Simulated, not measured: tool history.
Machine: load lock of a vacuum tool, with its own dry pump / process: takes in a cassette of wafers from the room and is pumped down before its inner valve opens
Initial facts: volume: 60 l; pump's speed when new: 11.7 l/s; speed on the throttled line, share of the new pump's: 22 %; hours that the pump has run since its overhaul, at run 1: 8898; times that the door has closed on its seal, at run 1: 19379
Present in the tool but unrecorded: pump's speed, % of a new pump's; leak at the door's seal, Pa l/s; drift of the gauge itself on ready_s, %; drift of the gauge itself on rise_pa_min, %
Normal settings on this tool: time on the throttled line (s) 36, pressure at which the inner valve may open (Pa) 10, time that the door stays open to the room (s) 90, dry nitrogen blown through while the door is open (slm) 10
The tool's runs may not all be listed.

| run | hour | time on the throttled line (s) | pressure at which the inner valve may open (Pa) | time that the door stays open to the room (s) | dry nitrogen blown through while the door is open (slm) | hours that the pump has run since its overhaul | times that the door has closed on its seal | incoming humidity of the room's air, % | time from the closed door until the inner valve may open (s) | rise of the pressure with all valves shut (Pa/min) |
|---|---|---|---|---|---|---|---|---|---|---|
| 1 | 0 | 36 | 10 | 90 | 10 | 8898 | 19379 | 44 | 82.2 | 0.091 |
| 2 | 471.3 | 61 | 10 | 90 | 10 | 9369 | 20285 | 42.7 | 101.1 | 0.091 |
| 3 | 1139.7 | 61 | 10 | 90 | 10 | 10038 | 21569 | 44.7 | 101.1 | 0.093 |
| 4 | 1433.1 | 36 | 10 | 146 | 10 | 10331 | 22132 | 43 | 83.1 | 0.104 |
| 5 | 1905.3 | 36 | 10 | 146 | 10 | 10803 | 23039 | 45.5 | 83.3 | 0.101 |
| 6 | 2293.4 | 36 | 10 | 146 | 10 | 11192 | 23785 | 47.4 | 83.3 | 0.108 |
| 7 | 2694.9 | 36 | 10 | 146 | 10 | 11593 | 24556 | 43.2 | 84.3 | 0.107 |
| 8 | 3253.5 | 36 | 10 | 146 | 10 | 12152 | 25629 | 41.5 | 83.7 | 0.116 |
| 9 | 3920.7 | 36 | 12 | 90 | 10 | 12819 | 26911 | 47.3 | 83.4 | 0.119 |
| 10 | 4541.4 | 36 | 10 | 90 | 10 | 13439 | 28103 | 41.6 | 85.4 | 0.129 |
| 11 | 5055 | 36 | 10 | 32 | 10 | 13953 | 29089 | 45.9 | 87.5 | 0.127 |
| 12 | 5511.6 | 36 | 10 | 32 | 10 | 14410 | 29967 | 44.5 | 87 | 0.128 |
| 13 | 5875.9 | 36 | 10 | 90 | 10 | 14774 | 30666 | 47.8 | 87.5 | 0.139 |
| 14 | 6207.8 | 36 | 10 | 90 | 13 | 15106 | 31304 | 42.1 | 87.2 | 0.137 |
| 15 | 6806.3 | 36 | 13 | 90 | 13 | 15704 | 32453 | 43.9 | 87 | 0.141 |
| 16 | 7382.4 | 60 | 10 | 90 | 10 | 16280 | 33560 | 43.5 | 105.1 | 0.146 |
| 17 | 7831.6 | 60 | 10 | 90 | 10 | 16730 | 34423 | 45.6 | 106.8 | 0.158 |
| 18 | 8404.8 | 36 | 10 | 45 | 10 | 17303 | 35524 | 46.6 | 90.3 | 0.156 |
| 19 | 8694.6 | 36 | 10 | 90 | 10 | 17593 | 36081 | 42.8 | 91.3 | 0.162 |
|  | 9074.1 | dry pump taken out, an overhauled one fitted |
| 20 | 9372.5 | 36 | 10 | 58 | 20 | 298 | 37371 | 46.1 | 76.4 | 0.159 |
| 21 | 9954.7 | 40 | 8 | 85 | 11 | 881 | 38490 | 44.5 | 80.5 | 0.179 |
| 22 | 10498.1 | 40 | 8 | 85 | 11 | 1424 | 39533 | 42.6 | 81.5 | 0.183 |
| 23 | 10820.7 | 40 | 13 | 85 | 11 | 1747 | 40153 | 49.6 | 77.9 | 0.191 |
| 24 | 11111.4 | 40 | 13 | 85 | 11 | 2037 | 40711 | 46.7 | 79.2 | 0.195 |
| 25 | 11776.5 | 36 | 10 | 76 | 10 | 2702 | 41989 | 43.9 | 77.5 | 0.2 |
| 26 | 12317 | 36 | 10 | 35 | 5 | 3243 | 43027 | 43.6 | 79.1 | 0.204 |
| 27 | 12706.2 | 36 | 10 | 35 | 5 | 3632 | 43775 | 43.7 | 78.3 | 0.212 |
| 28 | 13092.6 | 36 | 16 | 56 | 5 | 4019 | 44517 | 44.8 | 76.3 | 0.223 |
| 29 | 13626.1 | 28 | 11 | 154 | 34 | 4552 | 45542 | 46.8 | 72.4 | 0.224 |
| 30 | 13933.6 | 71 | 10 | 190 | 10 | 4860 | 46133 | 45.1 | 106.5 | 0.235 |
| 31 | 14209.4 | 71 | 10 | 190 | 10 | 5135 | 46663 | 47.7 | 106.5 | 0.242 |
| 32 | 14862.1 | 25 | 15 | 190 | 5 | 5788 | 47916 | 44.4 | 69.4 | 0.256 |
| 33 | 15397.6 | 36 | 10 | 90 | 5 | 6324 | 48945 | 47.7 | 80.7 | 0.259 |
| 34 | 15704.8 | 69 | 16 | 90 | 10 | 6631 | 49535 | 47.1 | 102.5 | 0.254 |
| 35 | 16064.1 | 43 | 10 | 90 | 41 | 6990 | 50225 | 47 | 87.3 | 0.25 |
| 36 | 16684.2 | 42 | 10 | 76 | 41 | 7610 | 51416 | 43.3 | 85.9 | 0.26 |
| 37 | 16977.2 | 42 | 10 | 76 | 41 | 7903 | 51979 | 43.7 | 85.2 | 0.267 |
| 38 | 17502.8 | 42 | 11 | 49 | 5 | 8429 | 52989 | 43.1 | 85.9 | 0.272 |

What if the next run were any one of these 3? Each begins from the tool's condition after run 38:
| A | 17966.4 | 50 | 13 | 33 | 5 | 8892 | 53879 | 44.1 | ? | ? |
| B | 17966.4 | 29 | 11 | 31 | 5 | 8892 | 53879 | 40.8 | ? | ? |
| C | 17966.4 | 24 | 18 | 90 | 10 | 8892 | 53879 | 39.8 | ? | ? |

| run | time from the closed door until the inner valve may open (s) | rise of the pressure with all valves shut (Pa/min) |
|---|---|---|
| A | 92 | 0.281 |
| B | 76 | 0.284 |
| C | 69.6 | 0.286 |
With the hidden condition removed and each run's random variation left untouched, the same runs would have given:
| run | time from the closed door until the inner valve may open (s) | rise of the pressure with all valves shut (Pa/min) |
|---|---|---|
| A | 85.8 | 0.013 |
| B | 68.9 | 0.014 |
| C | 62.9 | 0.018 |

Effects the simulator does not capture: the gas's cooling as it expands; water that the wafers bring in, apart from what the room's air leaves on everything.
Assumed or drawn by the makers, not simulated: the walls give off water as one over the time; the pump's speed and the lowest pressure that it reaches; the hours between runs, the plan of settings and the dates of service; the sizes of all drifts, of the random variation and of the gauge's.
